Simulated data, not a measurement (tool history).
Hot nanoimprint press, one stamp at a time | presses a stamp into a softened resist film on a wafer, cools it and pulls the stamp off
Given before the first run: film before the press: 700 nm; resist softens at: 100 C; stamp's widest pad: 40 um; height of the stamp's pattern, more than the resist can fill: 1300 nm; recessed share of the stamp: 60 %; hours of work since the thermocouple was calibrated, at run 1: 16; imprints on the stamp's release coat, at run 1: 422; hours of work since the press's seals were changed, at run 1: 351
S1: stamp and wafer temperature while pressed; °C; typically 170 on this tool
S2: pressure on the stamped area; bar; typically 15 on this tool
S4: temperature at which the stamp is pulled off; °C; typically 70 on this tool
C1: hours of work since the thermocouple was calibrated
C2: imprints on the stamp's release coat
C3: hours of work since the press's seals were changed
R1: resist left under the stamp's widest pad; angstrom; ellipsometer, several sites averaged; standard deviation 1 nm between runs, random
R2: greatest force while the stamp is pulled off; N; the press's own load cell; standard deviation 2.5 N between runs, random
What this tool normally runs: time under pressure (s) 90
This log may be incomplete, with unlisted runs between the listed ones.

run 1 hour=0 | S1=170 S2=15 time_under_pressure_(s)=90 S4=70 | C1=16 C2=422 C3=351 | R1=2773 R2=198
run 2 hour=23.5 | S1=170 S2=15 time_under_pressure_(s)=90 S4=70 | C1=34 C2=529 C3=369 | R1=2761 R2=206
run 3 hour=38.3 | S1=170 S2=15 time_under_pressure_(s)=90 S4=70 | C1=45 C2=597 C3=380 | R1=2787 R2=204
run 4 hour=51.1 | S1=170 S2=11.8 time_under_pressure_(s)=90 S4=70 | C1=55 C2=655 C3=390 | R1=3106 R2=201
-- hour=59.3 stamp cleaned and given a new release coat
run 5 hour=71.5 | S1=170 S2=15 time_under_pressure_(s)=90 S4=70 | C1=66 C2=56 C3=401 | R1=2778 R2=203
run 6 hour=91.9 | S1=170 S2=15 time_under_pressure_(s)=90 S4=70 | C1=81 C2=149 C3=417 | R1=2781 R2=206
run 7 hour=112.3 | S1=170 S2=15 time_under_pressure_(s)=82 S4=70 | C1=97 C2=242 C3=432 | R1=2901 R2=201
run 8 hour=135 | S1=170 S2=15 time_under_pressure_(s)=169 S4=70 | C1=114 C2=346 C3=449 | R1=2131 R2=199
run 9 hour=160.5 | S1=170 S2=15 time_under_pressure_(s)=169 S4=70 | C1=134 C2=463 C3=469 | R1=2139 R2=194
run 10 hour=187.4 | S1=170 S2=15 time_under_pressure_(s)=90 S4=70 | C1=154 C2=586 C3=490 | R1=2799 R2=201
-- hour=210.9 stamp cleaned and given a new release coat
run 11 hour=216.9 | S1=170 S2=15 time_under_pressure_(s)=90 S4=70 | C1=172 C2=27 C3=507 | R1=2799 R2=202
run 12 hour=244.9 | S1=170 S2=15 time_under_pressure_(s)=90 S4=70 | C1=194 C2=156 C3=529 | R1=2804 R2=195
run 13 hour=269.1 | S1=170 S2=15 time_under_pressure_(s)=90 S4=70 | C1=212 C2=266 C3=547 | R1=2801 R2=203
run 14 hour=294.4 | S1=170 S2=15 time_under_pressure_(s)=90 S4=70 | C1=231 C2=382 C3=567 | R1=2805 R2=204
run 15 hour=320 | S1=170 S2=15 time_under_pressure_(s)=90 S4=70 | C1=251 C2=499 C3=586 | R1=2805 R2=199
run 16 hour=344.3 | S1=165 S2=10.9 time_under_pressure_(s)=137 S4=77 | C1=270 C2=610 C3=605 | R1=3369 R2=161
-- hour=364.2 stamp cleaned and given a new release coat
run 17 hour=369.9 | S1=162 S2=10.9 time_under_pressure_(s)=81 S4=75 | C1=285 C2=26 C3=620 | R1=4492 R2=170
run 18 hour=397.8 | S1=162 S2=10.9 time_under_pressure_(s)=48 S4=75 | C1=306 C2=154 C3=641 | R1=5216 R2=169
run 19 hour=420.9 | S1=163 S2=15 time_under_pressure_(s)=51 S4=70 | C1=324 C2=259 C3=659 | R1=4502 R2=203
run 20 hour=439 | S1=163 S2=15 time_under_pressure_(s)=51 S4=70 | C1=337 C2=342 C3=673 | R1=4537 R2=204
run 21 hour=460.1 | S1=163 S2=15 time_under_pressure_(s)=51 S4=70 | C1=354 C2=439 C3=689 | R1=4501 R2=199
run 22 hour=480.2 | S1=163 S2=15 time_under_pressure_(s)=51 S4=70 | C1=369 C2=531 C3=704 | R1=4504 R2=202
run 23 hour=505.2 | S1=171 S2=21 time_under_pressure_(s)=51 S4=71 | C1=388 C2=645 C3=723 | R1=2925 R2=198
-- hour=517.9 stamp cleaned and given a new release coat
run 24 hour=529.9 | S1=177 S2=10.1 time_under_pressure_(s)=66 S4=66 | C1=402 C2=55 C3=737 | R1=2948 R2=223
run 25 hour=542.9 | S1=177 S2=10.1 time_under_pressure_(s)=66 S4=66 | C1=412 C2=114 C3=747 | R1=2941 R2=224
run 26 hour=560.3 | S1=177 S2=10.1 time_under_pressure_(s)=66 S4=66 | C1=426 C2=194 C3=761 | R1=2919 R2=226
run 27 hour=588.3 | S1=171 S2=11 time_under_pressure_(s)=66 S4=66 | C1=447 C2=322 C3=782 | R1=3501 R2=226
-- hour=607.1 gauge calibrated
run 28 hour=607.8 | S1=170 S2=15 time_under_pressure_(s)=90 S4=56 | C1=462 C2=411 C3=797 | R1=2765 R2=289
-- hour=622.9 plate thermocouple calibrated
run 29 hour=634.8 | S1=170 S2=15 time_under_pressure_(s)=103 S4=58 | C1=9 C2=521 C3=815 | R1=2625 R2=271

Below are 3 alternative next runs, each starting from the tool's condition after run 29. Predict each:
run A hour=651 | S1=162 S2=16.3 time_under_pressure_(s)=103 S4=66 | C1=21 C2=595 C3=828 | R1=? R2=?
run B hour=651 | S1=173 S2=15 time_under_pressure_(s)=103 S4=62 | C1=21 C2=595 C3=828 | R1=? R2=?
run C hour=651 | S1=170 S2=15 time_under_pressure_(s)=80 S4=58 | C1=21 C2=595 C3=828 | R1=? R2=?

run=A R1=3534 R2=227
run=B R1=2328 R2=253
run=C R1=2933 R2=277
With no hidden state in the tool, these same runs would have given:
run=A R1=3526 R2=225
run=B R1=2323 R2=251
run=C R1=2927 R2=276
